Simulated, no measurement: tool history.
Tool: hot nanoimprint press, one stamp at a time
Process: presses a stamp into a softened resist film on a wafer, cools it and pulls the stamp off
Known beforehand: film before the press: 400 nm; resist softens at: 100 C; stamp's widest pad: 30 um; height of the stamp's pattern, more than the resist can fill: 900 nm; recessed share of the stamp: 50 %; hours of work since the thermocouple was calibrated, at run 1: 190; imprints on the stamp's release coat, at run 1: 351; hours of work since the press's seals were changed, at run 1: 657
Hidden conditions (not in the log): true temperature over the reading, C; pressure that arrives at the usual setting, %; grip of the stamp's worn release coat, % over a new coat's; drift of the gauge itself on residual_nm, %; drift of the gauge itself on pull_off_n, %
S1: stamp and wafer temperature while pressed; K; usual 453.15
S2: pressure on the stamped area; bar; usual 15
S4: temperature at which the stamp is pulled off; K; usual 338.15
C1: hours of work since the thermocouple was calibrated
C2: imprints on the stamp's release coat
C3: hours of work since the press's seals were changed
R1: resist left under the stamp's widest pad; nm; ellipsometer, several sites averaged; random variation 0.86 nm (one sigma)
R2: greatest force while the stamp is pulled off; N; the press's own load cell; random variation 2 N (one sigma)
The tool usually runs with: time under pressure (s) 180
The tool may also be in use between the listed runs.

Run 1, hour 0: usual settings; C1 190; C2 351; C3 657. Result: R1 187.6 nm, R2 111 N.
At hour 45.8: press's hydraulic seals changed and the load cell set to zero.
At hour 59.1: stamp cleaned and given a new release coat.
Run 2, hour 92.3: usual settings; C1 252; C2 163; C3 32. Result: R1 187.9 nm, R2 106 N.
Run 3, hour 139.1: usual settings but S1 451.15 K; C1 289; C2 393; C3 69. Result: R1 203.7 nm, R2 111 N.
At hour 160.2: plate thermocouple calibrated.
At hour 186.3: stamp cleaned and given a new release coat.
Run 4, hour 200.9: usual settings but S2 10 bar; C1 27; C2 72; C3 111. Result: R1 225.6 nm, R2 108 N.
Run 5, hour 244.1: usual settings but S2 10 bar; C1 62; C2 284; C3 145. Result: R1 225.9 nm, R2 109 N.
Run 6, hour 285.9: usual settings; C1 95; C2 489; C3 178. Result: R1 187.6 nm, R2 106 N.
At hour 306.6: stamp cleaned and given a new release coat.
Run 7, hour 390.4: usual settings but S4 335.15 K; C1 172; C2 412; C3 255. Result: R1 188.2 nm, R2 121 N.
At hour 429.5: stamp cleaned and given a new release coat.
Run 8, hour 461.8: usual settings; C1 224; C2 158; C3 307. Result: R1 187.1 nm, R2 109 N.
At hour 551.1: stamp cleaned and given a new release coat.
Run 9, hour 561.1: usual settings; C1 298; C2 49; C3 381. Result: R1 187.9 nm, R2 108 N.
At hour 570.8: plate thermocouple calibrated.
Run 10, hour 664.8: usual settings; C1 74; C2 543; C3 460. Result: R1 187 nm, R2 111 N.
At hour 677.1: stamp cleaned and given a new release coat.
Run 11, hour 720.2: usual settings; C1 113; C2 212; C3 499. Result: R1 187.3 nm, R2 111 N.
Run 12, hour 767.3: usual settings but S1 447.15 K; C1 150; C2 443; C3 536. Result: R1 233.4 nm, R2 110 N.
At hour 797.7: stamp cleaned and given a new release coat.
Run 13, hour 870.5: usual settings but S1 447.15 K; C1 227; C2 357; C3 613. Result: R1 231.6 nm, R2 113 N.
At hour 922.3: stamp cleaned and given a new release coat.
Run 14, hour 925.8: usual settings but S1 443.15 K, S2 11.5 bar, S4 331.15 K; C1 266; C2 17; C3 652. Result: R1 289.9 nm, R2 132 N.
At hour 974.8: press's hydraulic seals changed and the load cell set to zero.
At hour 983.9: plate thermocouple calibrated.
Run 15, hour 997.3: usual settings but S1 443.15 K, S2 11.5 bar, S4 331.15 K; C1 11; C2 315; C3 15. Result: R1 289.6 nm, R2 131 N.
At hour 1058.3: stamp cleaned and given a new release coat.
Run 16, hour 1062.2: usual settings but S1 443.15 K, S2 11.5 bar, S4 331.15 K; C1 57; C2 19; C3 62. Result: R1 289.3 nm, R2 135 N.
Run 17, hour 1128.5: usual settings but S4 343.15 K; C1 109; C2 344; C3 114. Result: R1 185.7 nm, R2 92 N.
At hour 1179.5: stamp cleaned and given a new release coat.
Run 18, hour 1229.1: usual settings but S1 460.15 K, S2 22.8 bar, time under pressure (s) 99; C1 184; C2 244; C3 189. Result: R1 146.4 nm, R2 113 N.
At hour 1303.9: stamp cleaned and given a new release coat.
Run 19, hour 1327.8: usual settings but S1 442.15 K, S2 9.5 bar; C1 257; C2 117; C3 262. Result: R1 310.1 nm, R2 109 N.
At hour 1385.4: plate thermocouple calibrated.
At hour 1427.2: stamp cleaned and given a new release coat.
Run 20, hour 1430.1: usual settings but S1 447.15 K, S2 21.6 bar, time under pressure (s) 139, S4 340.15 K; C1 31; C2 14; C3 336. Result: R1 214.4 nm, R2 105 N.
Run 21, hour 1483.6: usual settings but S1 465.15 K, S2 14.2 bar, time under pressure (s) 192, S4 332.15 K; C1 73; C2 277; C3 378. Result: R1 121.1 nm, R2 131 N.
Run 22, hour 1535: usual settings but S1 448.15 K, S2 11.6 bar, time under pressure (s) 109; C1 113; C2 529; C3 419. Result: R1 281.7 nm, R2 112 N.
At hour 1546.5: stamp cleaned and given a new release coat.
Run 23, hour 1627.4: usual settings but S1 454.15 K, time under pressure (s) 101; C1 182; C2 397; C3 487. Result: R1 218.2 nm, R2 111 N.
At hour 1669.3: stamp cleaned and given a new release coat.
Run 24, hour 1699: usual settings but S1 454.15 K, S2 9.1 bar, time under pressure (s) 198; C1 233; C2 146; C3 539. Result: R1 217.4 nm, R2 109 N.
At hour 1786.7: plate thermocouple calibrated.
At hour 1792.7: stamp cleaned and given a new release coat.
Run 25, hour 1804.6: usual settings but S1 454.15 K, S2 9.1 bar, time under pressure (s) 198; C1 9; C2 58; C3 615. Result: R1 216.3 nm, R2 110 N.
Run 26, hour 1853.7: usual settings but S2 12.1 bar; C1 48; C2 299; C3 654. Result: R1 203.5 nm, R2 109 N.

What if the next run were any one of these 4? Each begins from the tool's condition after run 26:
At hour 1899.7: press's hydraulic seals changed and the load cell set to zero.
At hour 1922.3: stamp cleaned and given a new release coat.
Run A, hour 1966.2: usual settings but S1 449.15 K, S4 326.15 K; C1 126; C2 216; C3 48. Result: R1 ?, R2 ?.
At hour 1899.7: press's hydraulic seals changed and the load cell set to zero.
At hour 1922.3: stamp cleaned and given a new release coat.
Run B, hour 1966.2: usual settings but S1 464.15 K, S2 9.3 bar; C1 126; C2 216; C3 48. Result: R1 ?, R2 ?.
At hour 1899.7: press's hydraulic seals changed and the load cell set to zero.
At hour 1922.3: stamp cleaned and given a new release coat.
Run C, hour 1966.2: usual settings but S2 22.2 bar, time under pressure (s) 91, S4 327.15 K; C1 126; C2 216; C3 48. Result: R1 ?, R2 ?.
At hour 1899.7: press's hydraulic seals changed and the load cell set to zero.
At hour 1922.3: stamp cleaned and given a new release coat.
Run D, hour 1966.2: usual settings but S1 444.15 K, time under pressure (s) 271; C1 126; C2 216; C3 48. Result: R1 ?, R2 ?.

run     R1   R2
  A  213.9  143
  B  158.3  111
  C  194.5  139
  D    224  114
Without the tool's hidden state the same runs would have given:
run     R1   R2
  A  218.7  142
  B  161.9  110
  C  198.9  138
  D    229  113
